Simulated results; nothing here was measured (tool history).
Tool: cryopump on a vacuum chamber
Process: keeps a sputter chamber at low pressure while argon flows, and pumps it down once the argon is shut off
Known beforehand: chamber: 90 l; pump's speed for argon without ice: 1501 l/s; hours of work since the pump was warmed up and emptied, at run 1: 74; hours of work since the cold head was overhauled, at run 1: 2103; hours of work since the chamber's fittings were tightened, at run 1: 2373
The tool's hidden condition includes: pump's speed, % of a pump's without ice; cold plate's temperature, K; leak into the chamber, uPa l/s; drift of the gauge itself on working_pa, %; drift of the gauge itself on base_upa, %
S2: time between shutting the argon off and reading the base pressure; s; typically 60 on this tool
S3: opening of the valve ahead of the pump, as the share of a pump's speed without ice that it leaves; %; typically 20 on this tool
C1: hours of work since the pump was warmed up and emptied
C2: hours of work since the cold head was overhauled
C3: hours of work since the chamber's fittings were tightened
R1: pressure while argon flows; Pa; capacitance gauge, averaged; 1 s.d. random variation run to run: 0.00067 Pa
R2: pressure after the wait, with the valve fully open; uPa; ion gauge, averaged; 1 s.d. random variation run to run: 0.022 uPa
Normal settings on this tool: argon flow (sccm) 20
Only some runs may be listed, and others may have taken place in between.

{"run": 1, "hour": 0.0, "argon flow (sccm)": 20, "S2": 60, "S3": 20, "C1": 74, "C2": 2103, "C3": 2373, "R1": 0.1138, "R2": 1.8}
{"run": 2, "hour": 81.3, "argon flow (sccm)": 20, "S2": 60, "S3": 20, "C1": 142, "C2": 2171, "C3": 2441, "R1": 0.1143, "R2": 1.83}
{"run": 3, "hour": 119.3, "argon flow (sccm)": 9, "S2": 60, "S3": 20, "C1": 174, "C2": 2203, "C3": 2473, "R1": 0.0518, "R2": 1.89}
{"run": 4, "hour": 188.5, "argon flow (sccm)": 9, "S2": 60, "S3": 20, "C1": 232, "C2": 2261, "C3": 2530, "R1": 0.0524, "R2": 1.94}
{"run": 5, "hour": 266.8, "argon flow (sccm)": 9, "S2": 60, "S3": 20, "C1": 297, "C2": 2326, "C3": 2596, "R1": 0.0531, "R2": 2.03}
{"run": 6, "hour": 310.9, "argon flow (sccm)": 9, "S2": 60, "S3": 20, "C1": 334, "C2": 2363, "C3": 2633, "R1": 0.0524, "R2": 2.2}
{"run": 7, "hour": 376.4, "argon flow (sccm)": 9, "S2": 60, "S3": 18, "C1": 389, "C2": 2417, "C3": 2687, "R1": 0.0583, "R2": 2.15}
{"run": 8, "hour": 413.2, "argon flow (sccm)": 20, "S2": 60, "S3": 40, "C1": 419, "C2": 2448, "C3": 2718, "R1": 0.0622, "R2": 2.24}
{"run": 9, "hour": 455.4, "argon flow (sccm)": 20, "S2": 60, "S3": 40, "C1": 455, "C2": 2483, "C3": 2753, "R1": 0.0625, "R2": 2.33}
{"run": 10, "hour": 518.0, "argon flow (sccm)": 20, "S2": 60, "S3": 40, "C1": 507, "C2": 2536, "C3": 2806, "R1": 0.0636, "R2": 2.38}
{"run": 11, "hour": 579.9, "argon flow (sccm)": 17, "S2": 60, "S3": 20, "C1": 559, "C2": 2587, "C3": 2857, "R1": 0.1024, "R2": 2.47}
{"hour": 633.2, "done": "pump warmed up, emptied and cooled again"}
{"run": 12, "hour": 664.9, "argon flow (sccm)": 20, "S2": 165, "S3": 20, "C1": 26, "C2": 2654, "C3": 2924, "R1": 0.1135, "R2": 1.75}
{"run": 13, "hour": 739.2, "argon flow (sccm)": 20, "S2": 165, "S3": 20, "C1": 89, "C2": 2716, "C3": 2986, "R1": 0.1151, "R2": 1.83}
{"run": 14, "hour": 811.8, "argon flow (sccm)": 20, "S2": 165, "S3": 20, "C1": 149, "C2": 2777, "C3": 3047, "R1": 0.1149, "R2": 1.89}
{"run": 15, "hour": 861.2, "argon flow (sccm)": 20, "S2": 165, "S3": 20, "C1": 190, "C2": 2818, "C3": 3088, "R1": 0.1152, "R2": 1.92}
{"run": 16, "hour": 897.3, "argon flow (sccm)": 20, "S2": 165, "S3": 20, "C1": 221, "C2": 2848, "C3": 3118, "R1": 0.1156, "R2": 2.01}
{"run": 17, "hour": 932.4, "argon flow (sccm)": 20, "S2": 165, "S3": 20, "C1": 250, "C2": 2878, "C3": 3148, "R1": 0.1162, "R2": 2.04}
{"run": 18, "hour": 1001.9, "argon flow (sccm)": 37, "S2": 165, "S3": 20, "C1": 308, "C2": 2936, "C3": 3206, "R1": 0.2159, "R2": 2.06}
{"run": 19, "hour": 1061.5, "argon flow (sccm)": 9, "S2": 80, "S3": 20, "C1": 358, "C2": 2985, "C3": 3255, "R1": 0.0538, "R2": 2.37}
{"run": 20, "hour": 1119.1, "argon flow (sccm)": 11, "S2": 64, "S3": 58, "C1": 406, "C2": 3033, "C3": 3303, "R1": 0.0242, "R2": 2.64}
{"run": 21, "hour": 1167.8, "argon flow (sccm)": 11, "S2": 64, "S3": 58, "C1": 447, "C2": 3074, "C3": 3344, "R1": 0.0239, "R2": 2.62}
{"run": 22, "hour": 1210.4, "argon flow (sccm)": 20, "S2": 62, "S3": 16, "C1": 482, "C2": 3110, "C3": 3380, "R1": 0.1495, "R2": 2.72}
{"run": 23, "hour": 1249.4, "argon flow (sccm)": 20, "S2": 62, "S3": 16, "C1": 515, "C2": 3142, "C3": 3412, "R1": 0.1496, "R2": 2.72}
{"run": 24, "hour": 1314.8, "argon flow (sccm)": 20, "S2": 62, "S3": 37, "C1": 569, "C2": 3197, "C3": 3467, "R1": 0.0687, "R2": 2.86}
{"hour": 1360.9, "done": "pump warmed up, emptied and cooled again"}
{"run": 25, "hour": 1377.9, "argon flow (sccm)": 20, "S2": 62, "S3": 37, "C1": 14, "C2": 3245, "C3": 3515, "R1": 0.062, "R2": 2.32}
{"run": 26, "hour": 1456.8, "argon flow (sccm)": 20, "S2": 96, "S3": 49, "C1": 80, "C2": 3311, "C3": 3581, "R1": 0.0483, "R2": 2.2}
{"run": 27, "hour": 1489.5, "argon flow (sccm)": 16, "S2": 20, "S3": 38, "C1": 107, "C2": 3339, "C3": 3609, "R1": 0.0487, "R2": 3.28}
{"run": 28, "hour": 1566.7, "argon flow (sccm)": 16, "S2": 20, "S3": 38, "C1": 172, "C2": 3403, "C3": 3673, "R1": 0.0502, "R2": 3.45}
{"run": 29, "hour": 1632.7, "argon flow (sccm)": 16, "S2": 20, "S3": 38, "C1": 227, "C2": 3458, "C3": 3728, "R1": 0.0511, "R2": 3.5}
{"run": 30, "hour": 1708.3, "argon flow (sccm)": 19, "S2": 236, "S3": 20, "C1": 290, "C2": 3521, "C3": 3791, "R1": 0.1098, "R2": 2.35}
{"run": 31, "hour": 1754.3, "argon flow (sccm)": 10, "S2": 276, "S3": 20, "C1": 329, "C2": 3560, "C3": 3830, "R1": 0.0591, "R2": 2.4}
{"run": 32, "hour": 1801.3, "argon flow (sccm)": 20, "S2": 60, "S3": 25, "C1": 368, "C2": 3599, "C3": 3869, "R1": 0.0959, "R2": 2.86}
{"run": 33, "hour": 1868.6, "argon flow (sccm)": 20, "S2": 187, "S3": 24, "C1": 424, "C2": 3655, "C3": 3925, "R1": 0.1013, "R2": 2.64}
{"hour": 1886.3, "done": "leaking fittings of the chamber tightened, without venting"}
{"run": 34, "hour": 1945.6, "argon flow (sccm)": 24, "S2": 95, "S3": 21, "C1": 487, "C2": 3718, "C3": 49, "R1": 0.1393, "R2": 0.58}

For each entry between runs, how does the tool's hidden state at the last listed run before it compare with that at the first listed run after it?
After run 11, before run 12: pump warmed up, emptied and cooled again (hour 633.2)
  pump's speed, % of a pump's without ice: 75.1 -> 98.4; cold plate's temperature, K: 13.11 -> 13.14; leak into the chamber, uPa l/s: 2213 -> 2260
  measured less the result without the state, R1: +0.0069 -> +0.0008 Pa; R2: +1.78 -> +1.35 uPa
After run 24, before run 25: pump warmed up, emptied and cooled again (hour 1360.9)
  pump's speed, % of a pump's without ice: 74.4 -> 98.5; cold plate's temperature, K: 13.35 -> 13.37; leak into the chamber, uPa l/s: 2637 -> 2671
  measured less the result without the state, R1: +0.0086 -> +0.001 Pa; R2: +2.26 -> +1.67 uPa
After run 33, before run 34: leaking fittings of the chamber tightened, without venting (hour 1886.3)
  pump's speed, % of a pump's without ice: 80 -> 77.5; cold plate's temperature, K: 13.53 -> 13.56; leak into the chamber, uPa l/s: 2946 -> 338
  measured less the result without the state, R1: +0.0066 -> +0.009 Pa; R2: +2.3 -> +0.1 uPa
